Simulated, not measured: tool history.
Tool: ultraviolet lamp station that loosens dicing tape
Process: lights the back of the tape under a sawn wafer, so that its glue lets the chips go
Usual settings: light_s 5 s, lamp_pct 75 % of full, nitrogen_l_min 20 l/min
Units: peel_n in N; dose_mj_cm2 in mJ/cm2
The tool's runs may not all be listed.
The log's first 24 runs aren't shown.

| run | day | light_s | lamp_pct | nitrogen_l_min | peel_n | dose_mj_cm2 |
|---|---|---|---|---|---|---|
| 25 | 7.904 | 3 | 76 | 35 | 2.545 | 145 |
| 26 | 8.229 | 3 | 76 | 35 | 2.550 | 143 |
| 27 | 8.642 | 6 | 69 | 38 | 0.906 | 261 |
| 28 | 9.100 | 3 | 66 | 8 | 4.340 | 125 |
| 29 | 9.583 | 6 | 75 | 7 | 1.836 | 282 |
| 30 | 10.054 | 6 | 75 | 7 | 1.932 | 278 |
| 31 | 10.267 | 6 | 75 | 8 | 1.760 | 280 |
| 32 | 10.475 | 6 | 61 | 8 | 2.439 | 225 |
| 33 | 10.862 | 6 | 61 | 8 | 2.376 | 230 |
| 34 | 11.238 | 6 | 61 | 8 | 2.461 | 224 |
| 35 | 11.721 | 5 | 98 | 17 | 0.968 | 305 |
| 36 | 12.117 | 5 | 92 | 28 | 0.863 | 283 |
| 37 | 12.475 | 2 | 75 | 24 | 4.511 | 91 |
| 38 | 12.883 | 6 | 86 | 7 | 1.506 | 315 |
| 39 | 13.204 | 6 | 86 | 7 | 1.476 | 317 |
| 40 | 13.529 | 6 | 86 | 7 | 1.524 | 312 |
| 41 | 13.942 | 6 | 68 | 7 | 2.263 | 251 |
| 42 | 14.158 | 6 | 68 | 7 | 2.237 | 247 |
| 43 | 14.583 | 6 | 68 | 7 | 2.368 | 245 |
| 44 | 14.921 | 5 | 69 | 20 | 1.868 | 208 |
| 45 | 15.133 | 5 | 70 | 20 | 1.778 | 213 |

3 ways to go on from here, each from the tool as it stands after run 45. What would each give?
| A | 15.379 | 5 | 63 | 20 | ? | ? |
| B | 15.379 | 9 | 75 | 27 | ? | ? |
| C | 15.379 | 3 | 70 | 20 | ? | ? |

| run | peel_n | dose_mj_cm2 |
|---|---|---|
| A | 2.106 | 186 |
| B | 0.393 | 406 |
| C | 3.487 | 127 |
Without the tool's hidden state the same runs would have given:
| run | peel_n | dose_mj_cm2 |
|---|---|---|
| A | 1.689 | 214 |
| B | 0.293 | 466 |
| C | 2.995 | 146 |

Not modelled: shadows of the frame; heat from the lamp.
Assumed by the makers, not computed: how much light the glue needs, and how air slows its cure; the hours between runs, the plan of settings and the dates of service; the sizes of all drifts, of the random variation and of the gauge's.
